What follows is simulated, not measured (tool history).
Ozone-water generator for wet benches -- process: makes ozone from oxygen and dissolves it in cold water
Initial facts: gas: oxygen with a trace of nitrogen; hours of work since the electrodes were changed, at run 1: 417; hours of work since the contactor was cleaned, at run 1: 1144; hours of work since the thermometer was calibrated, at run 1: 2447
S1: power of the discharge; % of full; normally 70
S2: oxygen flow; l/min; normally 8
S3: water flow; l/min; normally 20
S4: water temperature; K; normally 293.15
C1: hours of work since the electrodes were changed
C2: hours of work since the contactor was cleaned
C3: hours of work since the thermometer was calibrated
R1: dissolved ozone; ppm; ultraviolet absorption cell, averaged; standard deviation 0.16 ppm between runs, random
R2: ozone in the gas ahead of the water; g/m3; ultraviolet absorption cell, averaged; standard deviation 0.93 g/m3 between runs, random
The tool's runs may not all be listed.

run	hour	S1	S2	S3	S4	C1	C2	C3	R1	R2
1	0	70	8	20	293.15	417	1144	2447	21	154.2
2	90.3	70	8	20	293.15	476	1204	2507	21	153.7
3	229.9	70	8	20	293.15	569	1297	2600	20.6	152.9
4	418.6	70	8	20	293.15	694	1422	2725	20.7	151.8
5	625.9	70	8	20	293.15	831	1559	2862	20.5	151.2
6	829.3	70	8	20	293.15	966	1694	2997	20.3	151.4
7	1014.1	70	8	20	293.15	1089	1816	3120	20.2	150.1
8	1102.2	70	8	20	293.15	1147	1875	3178	20.2	149.2
9	1242.2	70	8	20	293.15	1240	1968	3271	19.7	149
10	1331.7	70	8	20	293.15	1299	2027	3330	20	146.7
11	1463.8	70	8	20	293.15	1387	2115	3418	19.8	147.1
12	1602.5	70	8	20	293.15	1479	2206	3510	20	147.5
# hour 1674.2: water thermometer calibrated
13	1742.9	70	8	20	293.15	1571	2299	45	20	146.2
# hour 1901.4: contactor cleaned
14	1901.4	70	8	20	293.15	1674	0	148	20.2	145.7
15	2082.4	70	7.44	20	299.15	1794	120	268	18.3	152
16	2200.8	70	7.44	20	299.15	1872	199	346	18	150.3
17	2344.9	70	7.44	20	299.15	1968	294	442	17.9	150.7
18	2556.3	90	12.31	20	301.15	2108	434	582	17.6	130.3
19	2714.7	100	5.67	25	301.15	2213	539	687	20.6	235.2
20	2847.9	70	8	12	293.15	2301	627	775	25.4	142.3
21	2935.5	70	8	12	293.15	2359	685	833	25.4	141.3
22	3122.7	56	11.89	30	290.15	2483	810	957	12.2	92.3
23	3229.3	56	9.57	21	290.15	2554	880	1028	15.9	105.6
24	3411.8	97	9.57	30	290.15	2675	1001	1149	18.9	156
25	3508.5	97	9.57	30	290.15	2739	1065	1213	18.7	155.6
26	3656.7	97	9.57	14	291.15	2837	1164	1311	28.7	156.8
27	3832.5	97	9.57	14	291.15	2954	1280	1428	28.3	156

4 options for the next run, each taken on its own from the tool as it stands now. Forecast them:
A	3976.3	42	8.14	16	293.15	3049	1375	1523	?	?
B	3976.3	97	9.57	18	291.15	3049	1375	1523	?	?
C	3976.3	51	4.05	14	298.15	3049	1375	1523	?	?
D	3976.3	70	4.19	13	293.15	3049	1375	1523	?	?

run	R1	R2
A	14.5	93.4
B	25	153.8
C	19.9	172.4
D	27.8	210.4
What these runs would have given with no unlogged condition in the tool:
run	R1	R2
A	15.9	101.2
B	29.9	181.4
C	22.2	190.5
D	32	240.1
